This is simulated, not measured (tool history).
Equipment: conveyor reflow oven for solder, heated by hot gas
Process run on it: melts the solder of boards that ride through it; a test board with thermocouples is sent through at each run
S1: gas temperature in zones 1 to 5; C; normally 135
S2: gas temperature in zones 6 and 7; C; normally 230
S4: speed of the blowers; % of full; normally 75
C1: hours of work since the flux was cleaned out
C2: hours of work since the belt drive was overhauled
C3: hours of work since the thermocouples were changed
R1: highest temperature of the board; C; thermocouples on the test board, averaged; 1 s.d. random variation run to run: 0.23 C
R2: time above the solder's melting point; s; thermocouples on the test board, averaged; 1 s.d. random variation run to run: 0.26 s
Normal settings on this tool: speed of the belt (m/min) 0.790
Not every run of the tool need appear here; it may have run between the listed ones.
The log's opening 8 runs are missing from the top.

run 9 hour=430.1 | S1=144 S2=230 speed_of_the_belt_(m/min)=0.748 S4=75 | C1=276 C2=874 C3=153 | R1=217.1 R2=50.7
run 10 hour=475.6 | S1=135 S2=230 speed_of_the_belt_(m/min)=0.790 S4=75 | C1=305 C2=903 C3=183 | R1=213.7 R2=43.1
run 11 hour=546.6 | S1=135 S2=230 speed_of_the_belt_(m/min)=0.790 S4=75 | C1=351 C2=949 C3=228 | R1=213.0 R2=43.0
run 12 hour=622.8 | S1=135 S2=235 speed_of_the_belt_(m/min)=0.790 S4=75 | C1=400 C2=998 C3=277 | R1=217.1 R2=45.9
-- hour=680.0 flux residue cleaned out of gas plates and filters
run 13 hour=703.2 | S1=135 S2=235 speed_of_the_belt_(m/min)=0.790 S4=75 | C1=15 C2=1046 C3=326 | R1=220.4 R2=48.4
run 14 hour=779.8 | S1=135 S2=230 speed_of_the_belt_(m/min)=0.790 S4=59 | C1=64 C2=1096 C3=375 | R1=211.6 R2=42.0
run 15 hour=834.0 | S1=135 S2=230 speed_of_the_belt_(m/min)=0.790 S4=59 | C1=99 C2=1131 C3=410 | R1=211.4 R2=41.6
run 16 hour=882.1 | S1=135 S2=230 speed_of_the_belt_(m/min)=0.790 S4=75 | C1=130 C2=1162 C3=441 | R1=216.3 R2=46.5
run 17 hour=945.9 | S1=121 S2=230 speed_of_the_belt_(m/min)=0.790 S4=75 | C1=171 C2=1203 C3=482 | R1=213.9 R2=40.0
run 18 hour=988.5 | S1=121 S2=230 speed_of_the_belt_(m/min)=0.790 S4=75 | C1=199 C2=1230 C3=510 | R1=213.4 R2=40.4
run 19 hour=1068.4 | S1=121 S2=230 speed_of_the_belt_(m/min)=0.790 S4=75 | C1=250 C2=1282 C3=561 | R1=212.6 R2=39.9
run 20 hour=1108.4 | S1=121 S2=230 speed_of_the_belt_(m/min)=0.790 S4=75 | C1=276 C2=1307 C3=587 | R1=213.2 R2=39.4
run 21 hour=1162.0 | S1=141 S2=230 speed_of_the_belt_(m/min)=0.790 S4=61 | C1=310 C2=1342 C3=621 | R1=213.3 R2=44.3
run 22 hour=1203.5 | S1=141 S2=230 speed_of_the_belt_(m/min)=0.790 S4=61 | C1=337 C2=1369 C3=648 | R1=212.8 R2=44.7
run 23 hour=1272.5 | S1=135 S2=225 speed_of_the_belt_(m/min)=0.790 S4=76 | C1=381 C2=1413 C3=692 | R1=211.0 R2=41.8
run 24 hour=1329.3 | S1=146 S2=224 speed_of_the_belt_(m/min)=0.645 S4=81 | C1=418 C2=1450 C3=729 | R1=217.8 R2=63.1
-- hour=1359.0 flux residue cleaned out of gas plates and filters
run 25 hour=1368.8 | S1=120 S2=231 speed_of_the_belt_(m/min)=0.645 S4=81 | C1=6 C2=1472 C3=751 | R1=224.6 R2=59.5
run 26 hour=1412.2 | S1=120 S2=231 speed_of_the_belt_(m/min)=0.645 S4=81 | C1=34 C2=1500 C3=779 | R1=223.9 R2=59.3
run 27 hour=1481.2 | S1=120 S2=231 speed_of_the_belt_(m/min)=0.645 S4=81 | C1=79 C2=1544 C3=824 | R1=224.0 R2=59.7
run 28 hour=1561.3 | S1=139 S2=225 speed_of_the_belt_(m/min)=0.781 S4=81 | C1=130 C2=1596 C3=875 | R1=215.7 R2=47.9
run 29 hour=1611.9 | S1=127 S2=223 speed_of_the_belt_(m/min)=0.890 S4=63 | C1=163 C2=1628 C3=908 | R1=202.5 R2=27.1
-- hour=1658.5 belt drive overhauled, speed set with a stopwatch
run 30 hour=1672.5 | S1=127 S2=223 speed_of_the_belt_(m/min)=0.890 S4=63 | C1=199 C2=9 C3=944 | R1=200.0 R2=24.3
run 31 hour=1731.8 | S1=127 S2=223 speed_of_the_belt_(m/min)=0.890 S4=63 | C1=237 C2=47 C3=982 | R1=200.2 R2=23.8

Predict each of these 4 candidate next runs independently; none follows another, all start after run 31:
run A hour=1768.2 | S1=132 S2=231 speed_of_the_belt_(m/min)=0.890 S4=63 | C1=261 C2=71 C3=1006 | R1=? R2=?
run B hour=1768.2 | S1=127 S2=230 speed_of_the_belt_(m/min)=0.890 S4=68 | C1=261 C2=71 C3=1006 | R1=? R2=?
run C hour=1768.2 | S1=135 S2=230 speed_of_the_belt_(m/min)=0.790 S4=73 | C1=261 C2=71 C3=1006 | R1=? R2=?
run D hour=1768.2 | S1=124 S2=223 speed_of_the_belt_(m/min)=0.715 S4=63 | C1=261 C2=71 C3=1006 | R1=? R2=?

run=A R1=207.4 R2=31.1
run=B R1=207.5 R2=30.3
run=C R1=214.9 R2=42.6
run=D R1=207.7 R2=39.1
Without the tool's hidden state the same runs would have given:
run=A R1=206.5 R2=30.7
run=B R1=206.8 R2=30.0
run=C R1=213.6 R2=42.0
run=D R1=206.1 R2=38.1
